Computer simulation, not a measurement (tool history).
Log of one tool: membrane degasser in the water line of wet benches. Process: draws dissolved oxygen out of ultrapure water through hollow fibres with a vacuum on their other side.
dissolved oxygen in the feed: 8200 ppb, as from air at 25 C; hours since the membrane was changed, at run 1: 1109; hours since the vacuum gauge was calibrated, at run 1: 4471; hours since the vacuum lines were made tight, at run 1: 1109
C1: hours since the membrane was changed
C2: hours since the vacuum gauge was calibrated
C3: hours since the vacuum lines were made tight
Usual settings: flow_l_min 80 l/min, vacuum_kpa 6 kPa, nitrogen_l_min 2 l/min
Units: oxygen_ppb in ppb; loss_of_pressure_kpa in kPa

Run 1, day 0: usual settings; C1 1109; C2 4471; C3 1109. Result: oxygen_ppb 241.9 ppb, loss_of_pressure_kpa 50.44 kPa.
Run 2, day 13.846: usual settings; C1 1441; C2 4803; C3 1441. Result: oxygen_ppb 244.1 ppb, loss_of_pressure_kpa 50.28 kPa.
At day 14.8: vacuum gauge calibrated.
Run 3, day 25.067: usual settings; C1 1710; C2 246; C3 1710. Result: oxygen_ppb 246.9 ppb, loss_of_pressure_kpa 50.32 kPa.
Run 4, day 38.95: usual settings; C1 2043; C2 580; C3 2043. Result: oxygen_ppb 245.1 ppb, loss_of_pressure_kpa 50.38 kPa.
Run 5, day 47.438: usual settings; C1 2247; C2 783; C3 2247. Result: oxygen_ppb 242.6 ppb, loss_of_pressure_kpa 50.58 kPa.
Run 6, day 58.033: usual settings but vacuum_kpa 9.65 kPa; C1 2501; C2 1038; C3 2501. Result: oxygen_ppb 516.7 ppb, loss_of_pressure_kpa 50.07 kPa.
Run 7, day 71.892: usual settings but vacuum_kpa 9.65 kPa; C1 2834; C2 1370; C3 2834. Result: oxygen_ppb 516.2 ppb, loss_of_pressure_kpa 50.05 kPa.
Run 8, day 83.012: usual settings but vacuum_kpa 13.08 kPa; C1 3101; C2 1637; C3 3101. Result: oxygen_ppb 748.3 ppb, loss_of_pressure_kpa 50.16 kPa.
Run 9, day 94.512: usual settings but vacuum_kpa 11.33 kPa; C1 3377; C2 1913; C3 3377. Result: oxygen_ppb 634.7 ppb, loss_of_pressure_kpa 50.17 kPa.
Run 10, day 102.921: usual settings but flow_l_min 53 l/min, vacuum_kpa 11.33 kPa; C1 3579; C2 2115; C3 3579. Result: oxygen_ppb 446.3 ppb, loss_of_pressure_kpa 33.27 kPa.
Run 11, day 114.221: usual settings but flow_l_min 53 l/min, vacuum_kpa 11.33 kPa; C1 3850; C2 2386; C3 3850. Result: oxygen_ppb 439.1 ppb, loss_of_pressure_kpa 33.08 kPa.
Run 12, day 123.171: usual settings but flow_l_min 53 l/min, vacuum_kpa 11.33 kPa; C1 4065; C2 2601; C3 4065. Result: oxygen_ppb 451.7 ppb, loss_of_pressure_kpa 33.28 kPa.
Run 13, day 130.571: usual settings but flow_l_min 53 l/min, vacuum_kpa 11.33 kPa; C1 4242; C2 2779; C3 4242. Result: oxygen_ppb 444 ppb, loss_of_pressure_kpa 33.08 kPa.
Run 14, day 136.954: usual settings but flow_l_min 53 l/min, vacuum_kpa 11.33 kPa; C1 4396; C2 2932; C3 4396. Result: oxygen_ppb 451.6 ppb, loss_of_pressure_kpa 33.06 kPa.
Run 15, day 148.054: usual settings; C1 4662; C2 3198; C3 4662. Result: oxygen_ppb 246.4 ppb, loss_of_pressure_kpa 50.17 kPa.
Run 16, day 160.096: usual settings; C1 4951; C2 3487; C3 4951. Result: oxygen_ppb 244.8 ppb, loss_of_pressure_kpa 50.3 kPa.
Run 17, day 173.225: usual settings but nitrogen_l_min 2.78 l/min; C1 5266; C2 3802; C3 5266. Result: oxygen_ppb 193 ppb, loss_of_pressure_kpa 49.65 kPa.
Run 18, day 185.508: usual settings but flow_l_min 90 l/min, vacuum_kpa 4.58 kPa; C1 5561; C2 4097; C3 5561. Result: oxygen_ppb 160.1 ppb, loss_of_pressure_kpa 56.28 kPa.
Run 19, day 198.321: usual settings but flow_l_min 68 l/min, nitrogen_l_min 3.21 l/min; C1 5868; C2 4405; C3 5868. Result: oxygen_ppb 141.5 ppb, loss_of_pressure_kpa 42.39 kPa.
Run 20, day 209.875: usual settings but flow_l_min 121 l/min, vacuum_kpa 9.99 kPa, nitrogen_l_min 1.56 l/min; C1 6146; C2 4682; C3 6146. Result: oxygen_ppb 904.3 ppb, loss_of_pressure_kpa 74.73 kPa.
At day 215.638: vacuum gauge calibrated.
Run 21, day 220.283: usual settings but flow_l_min 121 l/min, vacuum_kpa 9.99 kPa, nitrogen_l_min 1.56 l/min; C1 6395; C2 112; C3 6395. Result: oxygen_ppb 908.4 ppb, loss_of_pressure_kpa 75.55 kPa.
Run 22, day 227.275: usual settings but flow_l_min 66 l/min, vacuum_kpa 4.44 kPa; C1 6563; C2 279; C3 6563. Result: oxygen_ppb 97.7 ppb, loss_of_pressure_kpa 40.94 kPa.
Run 23, day 236.583: usual settings but flow_l_min 66 l/min, vacuum_kpa 4.44 kPa; C1 6786; C2 503; C3 6786. Result: oxygen_ppb 97.8 ppb, loss_of_pressure_kpa 41.24 kPa.
Run 24, day 246.654: usual settings but flow_l_min 82 l/min; C1 7028; C2 744; C3 7028. Result: oxygen_ppb 249.9 ppb, loss_of_pressure_kpa 50.99 kPa.
Run 25, day 259.375: usual settings but flow_l_min 82 l/min; C1 7333; C2 1050; C3 7333. Result: oxygen_ppb 251.1 ppb, loss_of_pressure_kpa 50.89 kPa.
Run 26, day 268.708: usual settings but vacuum_kpa 9.43 kPa, nitrogen_l_min 3.03 l/min; C1 7557; C2 1274; C3 7557. Result: oxygen_ppb 367.9 ppb, loss_of_pressure_kpa 49.44 kPa.
Run 27, day 281.425: usual settings but vacuum_kpa 9.43 kPa, nitrogen_l_min 3.03 l/min; C1 7862; C2 1579; C3 7862. Result: oxygen_ppb 368.4 ppb, loss_of_pressure_kpa 49.61 kPa.
Run 28, day 293.838: usual settings but vacuum_kpa 6.19 kPa; C1 8160; C2 1877; C3 8160. Result: oxygen_ppb 262.6 ppb, loss_of_pressure_kpa 49.58 kPa.
Run 29, day 307.346: usual settings but flow_l_min 57 l/min, nitrogen_l_min 1.52 l/min; C1 8484; C2 2201; C3 8484. Result: oxygen_ppb 215.6 ppb, loss_of_pressure_kpa 35.1 kPa.
Run 30, day 318.667: usual settings but flow_l_min 74 l/min, vacuum_kpa 3.69 kPa, nitrogen_l_min 3.01 l/min; C1 8756; C2 2473; C3 8756. Result: oxygen_ppb 45.2 ppb, loss_of_pressure_kpa 45.69 kPa.
Run 31, day 332.258: usual settings but flow_l_min 86 l/min, vacuum_kpa 5.62 kPa, nitrogen_l_min 3.01 l/min; C1 9082; C2 2799; C3 9082. Result: oxygen_ppb 176 ppb, loss_of_pressure_kpa 52.96 kPa.

Hidden state or all else? Some run-to-run changes of loss_of_pressure_kpa, split into what the settings, what came in and random variation would give without the hidden state, and what is left for the hidden state (with any gauge scatter that isn't in both results):
The hidden state here: membrane still open, %; true pressure behind the membrane over the reading, kPa; air that leaks in behind the membrane, l/min; drift of the gauge itself on oxygen_ppb, %; drift of the gauge itself on loss_of_pressure_kpa, %.
Run 14 -> 15: flow_l_min 53 -> 80, vacuum_kpa 11.33 -> 6. loss_of_pressure_kpa +17.11 kPa: hidden state -0.19, all else +17.3.
Run 19 -> 20: flow_l_min 68 -> 121, vacuum_kpa 6 -> 9.99, nitrogen_l_min 3.21 -> 1.56. loss_of_pressure_kpa +32.34 kPa: hidden state -0.48, all else +32.82.
Run 21 -> 22: flow_l_min 121 -> 66, vacuum_kpa 9.99 -> 4.44, nitrogen_l_min 1.56 -> 2. loss_of_pressure_kpa -34.61 kPa: hidden state +0.47, all else -35.08.
Run 29 -> 30: flow_l_min 57 -> 74, vacuum_kpa 6 -> 3.69, nitrogen_l_min 1.52 -> 3.01. loss_of_pressure_kpa +10.59 kPa: hidden state -0.24, all else +10.83.
